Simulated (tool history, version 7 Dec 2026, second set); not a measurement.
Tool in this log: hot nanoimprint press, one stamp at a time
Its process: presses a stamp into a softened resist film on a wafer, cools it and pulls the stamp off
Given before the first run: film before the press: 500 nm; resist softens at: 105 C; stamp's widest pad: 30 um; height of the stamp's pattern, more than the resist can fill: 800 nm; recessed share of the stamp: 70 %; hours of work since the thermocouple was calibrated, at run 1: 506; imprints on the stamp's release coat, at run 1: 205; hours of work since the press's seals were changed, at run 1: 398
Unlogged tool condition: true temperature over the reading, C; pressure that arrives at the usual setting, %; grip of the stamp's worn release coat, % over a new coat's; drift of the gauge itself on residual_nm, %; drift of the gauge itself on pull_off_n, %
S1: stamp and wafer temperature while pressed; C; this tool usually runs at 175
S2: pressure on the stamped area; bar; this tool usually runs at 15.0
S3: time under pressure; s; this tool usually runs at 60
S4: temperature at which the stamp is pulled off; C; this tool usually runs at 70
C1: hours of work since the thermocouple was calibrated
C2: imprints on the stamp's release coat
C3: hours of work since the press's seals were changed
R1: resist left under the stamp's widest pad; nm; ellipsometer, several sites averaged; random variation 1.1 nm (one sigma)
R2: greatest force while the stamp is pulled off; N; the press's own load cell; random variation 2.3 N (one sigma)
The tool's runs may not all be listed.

{"run": 1, "day": 0.0, "S1": 175, "S2": 15.0, "S3": 60, "S4": 70, "C1": 506, "C2": 205, "C3": 398, "R1": 297.2, "R2": 113}
{"run": 2, "day": 0.262, "S1": 175, "S2": 15.0, "S3": 60, "S4": 70, "C1": 510, "C2": 238, "C3": 402, "R1": 299.1, "R2": 116}
{"run": 3, "day": 0.754, "S1": 175, "S2": 10.2, "S3": 60, "S4": 70, "C1": 518, "C2": 301, "C3": 410, "R1": 337.8, "R2": 116}
{"run": 4, "day": 1.246, "S1": 175, "S2": 10.2, "S3": 60, "S4": 70, "C1": 526, "C2": 362, "C3": 418, "R1": 338.5, "R2": 116}
{"day": 1.442, "done": "plate thermocouple calibrated"}
{"run": 5, "day": 1.958, "S1": 175, "S2": 10.2, "S3": 60, "S4": 70, "C1": 9, "C2": 437, "C3": 428, "R1": 322.2, "R2": 116}
{"run": 6, "day": 2.254, "S1": 175, "S2": 15.0, "S3": 60, "S4": 70, "C1": 13, "C2": 474, "C3": 433, "R1": 281.4, "R2": 120}
{"run": 7, "day": 2.504, "S1": 175, "S2": 15.0, "S3": 60, "S4": 70, "C1": 18, "C2": 505, "C3": 437, "R1": 280.7, "R2": 124}
{"run": 8, "day": 2.933, "S1": 177, "S2": 11.2, "S3": 33, "S4": 60, "C1": 25, "C2": 560, "C3": 444, "R1": 353.4, "R2": 143}
{"run": 9, "day": 3.496, "S1": 177, "S2": 11.2, "S3": 33, "S4": 60, "C1": 34, "C2": 631, "C3": 454, "R1": 352.7, "R2": 151}
{"run": 10, "day": 4.029, "S1": 177, "S2": 11.2, "S3": 33, "S4": 60, "C1": 43, "C2": 698, "C3": 462, "R1": 352.6, "R2": 153}
{"run": 11, "day": 4.467, "S1": 175, "S2": 22.2, "S3": 60, "S4": 76, "C1": 50, "C2": 753, "C3": 470, "R1": 244.2, "R2": 114}
{"run": 12, "day": 5.029, "S1": 185, "S2": 12.1, "S3": 60, "S4": 76, "C1": 59, "C2": 824, "C3": 479, "R1": 240.5, "R2": 114}
{"run": 13, "day": 5.492, "S1": 185, "S2": 12.1, "S3": 60, "S4": 76, "C1": 67, "C2": 883, "C3": 487, "R1": 243.2, "R2": 118}

Each run again, without the hidden state but with its own random variation kept:
run=1 R1=278.1 R2=102
run=2 R1=279.7 R2=104
run=3 R1=319.2 R2=102
run=4 R1=319.6 R2=100
run=5 R1=320.4 R2=102
run=6 R1=278.8 R2=104
run=7 R1=277.9 R2=107
run=8 R1=351.1 R2=121
run=9 R1=350.1 R2=126
run=10 R1=349.7 R2=125
run=11 R1=239.3 R2=91
run=12 R1=237.0 R2=90
run=13 R1=239.4 R2=91
